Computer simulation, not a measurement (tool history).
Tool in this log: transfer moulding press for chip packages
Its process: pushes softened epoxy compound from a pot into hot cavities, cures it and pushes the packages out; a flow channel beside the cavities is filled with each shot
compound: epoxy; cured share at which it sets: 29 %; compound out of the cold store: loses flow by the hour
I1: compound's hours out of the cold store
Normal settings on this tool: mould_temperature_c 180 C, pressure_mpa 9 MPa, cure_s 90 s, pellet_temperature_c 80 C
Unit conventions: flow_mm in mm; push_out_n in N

{"run": 1, "hour": 0.0, "mould_temperature_c": 180, "pressure_mpa": 9, "cure_s": 90, "pellet_temperature_c": 80, "I1": 46.1, "flow_mm": 455.1, "push_out_n": 677}
{"run": 2, "hour": 5.1, "mould_temperature_c": 180, "pressure_mpa": 9.86, "cure_s": 90, "pellet_temperature_c": 80, "I1": 10.3, "flow_mm": 539.2, "push_out_n": 748}
{"run": 3, "hour": 13.4, "mould_temperature_c": 180, "pressure_mpa": 9.86, "cure_s": 90, "pellet_temperature_c": 80, "I1": 38.9, "flow_mm": 487.5, "push_out_n": 788}
{"run": 4, "hour": 22.8, "mould_temperature_c": 180, "pressure_mpa": 9, "cure_s": 90, "pellet_temperature_c": 80, "I1": 14.8, "flow_mm": 505.2, "push_out_n": 893}
{"run": 5, "hour": 27.4, "mould_temperature_c": 180, "pressure_mpa": 9, "cure_s": 90, "pellet_temperature_c": 80, "I1": 31.4, "flow_mm": 477.4, "push_out_n": 881}
{"run": 6, "hour": 36.1, "mould_temperature_c": 180, "pressure_mpa": 9, "cure_s": 90, "pellet_temperature_c": 80, "I1": 34.5, "flow_mm": 471.7, "push_out_n": 961}
{"run": 7, "hour": 41.9, "mould_temperature_c": 180, "pressure_mpa": 9, "cure_s": 90, "pellet_temperature_c": 80, "I1": 40.3, "flow_mm": 462.2, "push_out_n": 973}
{"run": 8, "hour": 48.0, "mould_temperature_c": 180, "pressure_mpa": 9, "cure_s": 90, "pellet_temperature_c": 80, "I1": 13.7, "flow_mm": 505.6, "push_out_n": 1037}
{"run": 9, "hour": 56.1, "mould_temperature_c": 180, "pressure_mpa": 9, "cure_s": 90, "pellet_temperature_c": 80, "I1": 11.9, "flow_mm": 507.7, "push_out_n": 1086}
{"hour": 66.1, "done": "plunger's sealing rings changed"}
{"hour": 67.6, "done": "cavities cleaned with cleaning compound and waxed"}
{"run": 10, "hour": 69.7, "mould_temperature_c": 180, "pressure_mpa": 9, "cure_s": 90, "pellet_temperature_c": 80, "I1": 39.5, "flow_mm": 474.5, "push_out_n": 580}
{"run": 11, "hour": 79.9, "mould_temperature_c": 180, "pressure_mpa": 9, "cure_s": 90, "pellet_temperature_c": 80, "I1": 40, "flow_mm": 474.9, "push_out_n": 699}
{"run": 12, "hour": 85.4, "mould_temperature_c": 180, "pressure_mpa": 9, "cure_s": 90, "pellet_temperature_c": 80, "I1": 11.2, "flow_mm": 524.1, "push_out_n": 759}
{"run": 13, "hour": 94.8, "mould_temperature_c": 180, "pressure_mpa": 9, "cure_s": 90, "pellet_temperature_c": 80, "I1": 36.9, "flow_mm": 475.4, "push_out_n": 800}
{"run": 14, "hour": 100.0, "mould_temperature_c": 180, "pressure_mpa": 9, "cure_s": 90, "pellet_temperature_c": 80, "I1": 24.7, "flow_mm": 499.3, "push_out_n": 879}
{"run": 15, "hour": 106.5, "mould_temperature_c": 180, "pressure_mpa": 9, "cure_s": 90, "pellet_temperature_c": 80, "I1": 32.7, "flow_mm": 483.3, "push_out_n": 868}
{"run": 16, "hour": 115.8, "mould_temperature_c": 180, "pressure_mpa": 8.14, "cure_s": 90, "pellet_temperature_c": 87, "I1": 11.2, "flow_mm": 494.5, "push_out_n": 963}
{"run": 17, "hour": 126.3, "mould_temperature_c": 182, "pressure_mpa": 8.08, "cure_s": 88, "pellet_temperature_c": 83, "I1": 43.1, "flow_mm": 439.6, "push_out_n": 928}
{"run": 18, "hour": 132.7, "mould_temperature_c": 186, "pressure_mpa": 7.09, "cure_s": 90, "pellet_temperature_c": 80, "I1": 28.4, "flow_mm": 424.3, "push_out_n": 893}
{"run": 19, "hour": 138.4, "mould_temperature_c": 186, "pressure_mpa": 7.09, "cure_s": 90, "pellet_temperature_c": 80, "I1": 45.5, "flow_mm": 399.7, "push_out_n": 888}
{"hour": 145.0, "done": "cavities cleaned with cleaning compound and waxed"}
{"run": 20, "hour": 149.3, "mould_temperature_c": 186, "pressure_mpa": 7.09, "cure_s": 73, "pellet_temperature_c": 75, "I1": 15.4, "flow_mm": 442.6, "push_out_n": 650}
{"run": 21, "hour": 154.7, "mould_temperature_c": 182, "pressure_mpa": 10.73, "cure_s": 73, "pellet_temperature_c": 82, "I1": 38.9, "flow_mm": 510.5, "push_out_n": 849}
{"run": 22, "hour": 160.6, "mould_temperature_c": 180, "pressure_mpa": 9, "cure_s": 90, "pellet_temperature_c": 86, "I1": 12.9, "flow_mm": 516.6, "push_out_n": 755}
{"run": 23, "hour": 165.9, "mould_temperature_c": 178, "pressure_mpa": 6.94, "cure_s": 90, "pellet_temperature_c": 80, "I1": 19.9, "flow_mm": 443.7, "push_out_n": 875}
{"run": 24, "hour": 175.1, "mould_temperature_c": 178, "pressure_mpa": 6.94, "cure_s": 90, "pellet_temperature_c": 80, "I1": 23.8, "flow_mm": 439.9, "push_out_n": 917}
{"run": 25, "hour": 181.8, "mould_temperature_c": 184, "pressure_mpa": 10.99, "cure_s": 90, "pellet_temperature_c": 87, "I1": 14.5, "flow_mm": 556.3, "push_out_n": 796}
{"run": 26, "hour": 188.9, "mould_temperature_c": 184, "pressure_mpa": 10.99, "cure_s": 90, "pellet_temperature_c": 87, "I1": 25.4, "flow_mm": 534.3, "push_out_n": 795}
{"run": 27, "hour": 195.5, "mould_temperature_c": 186, "pressure_mpa": 10.99, "cure_s": 86, "pellet_temperature_c": 87, "I1": 17.1, "flow_mm": 545.8, "push_out_n": 858}
{"run": 28, "hour": 201.4, "mould_temperature_c": 180, "pressure_mpa": 8.6, "cure_s": 90, "pellet_temperature_c": 85, "I1": 45.1, "flow_mm": 449.1, "push_out_n": 967}

Forecast each of these 4 alternatives for the next run:
{"run": "A", "hour": 210.5, "mould_temperature_c": 187, "pressure_mpa": 8.17, "cure_s": 126, "pellet_temperature_c": 80, "I1": 38.1, "flow_mm": "?", "push_out_n": "?"}
{"run": "B", "hour": 210.5, "mould_temperature_c": 180, "pressure_mpa": 8.6, "cure_s": 90, "pellet_temperature_c": 85, "I1": 39.1, "flow_mm": "?", "push_out_n": "?"}
{"run": "C", "hour": 210.5, "mould_temperature_c": 180, "pressure_mpa": 9, "cure_s": 102, "pellet_temperature_c": 80, "I1": 30.8, "flow_mm": "?", "push_out_n": "?"}
{"run": "D", "hour": 210.5, "mould_temperature_c": 180, "pressure_mpa": 7.72, "cure_s": 85, "pellet_temperature_c": 80, "I1": 8.1, "flow_mm": "?", "push_out_n": "?"}

run=A flow_mm=436 push_out_n=814
run=B flow_mm=457.7 push_out_n=1000
run=C flow_mm=481.9 push_out_n=917
run=D flow_mm=482.2 push_out_n=1125
Take away the tool's hidden state, keep each run's random variation, and the runs would have read:
run=A flow_mm=443.5 push_out_n=437
run=B flow_mm=465.6 push_out_n=537
run=C flow_mm=490.2 push_out_n=495
run=D flow_mm=490.5 push_out_n=603

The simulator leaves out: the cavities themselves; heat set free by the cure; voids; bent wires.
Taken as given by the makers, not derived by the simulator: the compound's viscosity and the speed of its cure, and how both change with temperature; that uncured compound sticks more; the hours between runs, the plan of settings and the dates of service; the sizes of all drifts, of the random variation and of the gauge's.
